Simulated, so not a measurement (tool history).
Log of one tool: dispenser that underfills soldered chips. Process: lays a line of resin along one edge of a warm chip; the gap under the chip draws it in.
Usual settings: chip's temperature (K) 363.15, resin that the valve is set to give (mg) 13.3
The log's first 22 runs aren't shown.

run     day  chip's temperature (K)  resin that the valve is set to give (mg)  time until the resin shows at the far edge (s)  resin that the valve gave (mg)
 23   8.883                  351.15                                      14.8                                            26.2                           13.85
      8.983  -- new syringe of resin
 24   9.183                  377.15                                      13.3                                             7.9                           12.32
      9.450  -- dispensing valve cleaned and set on the balance
 25   9.650                  358.15                                      13.0                                            19.9                           12.93
      9.733  -- new syringe of resin
 26  10.071                  358.15                                      13.0                                            16.0                           12.93
     10.446  -- new syringe of resin
 27  10.667                  363.15                                      12.7                                            12.3                           12.56
 28  10.917                  368.15                                      16.5                                            11.6                           16.16
     11.125  -- new syringe of resin
 29  11.321                  368.15                                      16.5                                             9.4                           16.09
 30  11.683                  349.15                                      12.8                                            29.2                           12.48
     11.829  -- new syringe of resin
 31  11.954                  373.15                                      14.4                                             6.8                           13.96
 32  12.338                  367.15                                      13.3                                            12.5                           12.93
     12.533  -- new syringe of resin
 33  12.662                  367.15                                      13.3                                             9.4                           12.88
 34  13.096                  367.15                                      13.3                                            13.4                           12.81
     13.217  -- new syringe of resin
 35  13.567                  367.15                                      14.7                                            11.2                           14.09
     13.917  -- new syringe of resin
 36  14.154                  367.15                                      14.7                                            10.3                           13.85

4 ways to go on from here, each from the tool as it stands after run 36. What would each give?
  A  14.521                  361.15                                      14.7                                               ?                               ?
  B  14.521                  367.15                                      13.9                                               ?                               ?
  C  14.521                  356.15                                      13.6                                               ?                               ?
  D  14.521                  358.15                                      16.6                                               ?                               ?

run  time until the resin shows at the far edge (s)  resin that the valve gave (mg)
  A                                            17.2                           13.89
  B                                            14.0                           13.09
  C                                            22.0                           12.74
  D                                            19.3                           15.75
Without the tool's hidden state the same runs would have given:
run  time until the resin shows at the far edge (s)  resin that the valve gave (mg)
  A                                            10.1                           14.73
  B                                             8.5                           13.87
  C                                            12.9                           13.50
  D                                            11.5                           16.69
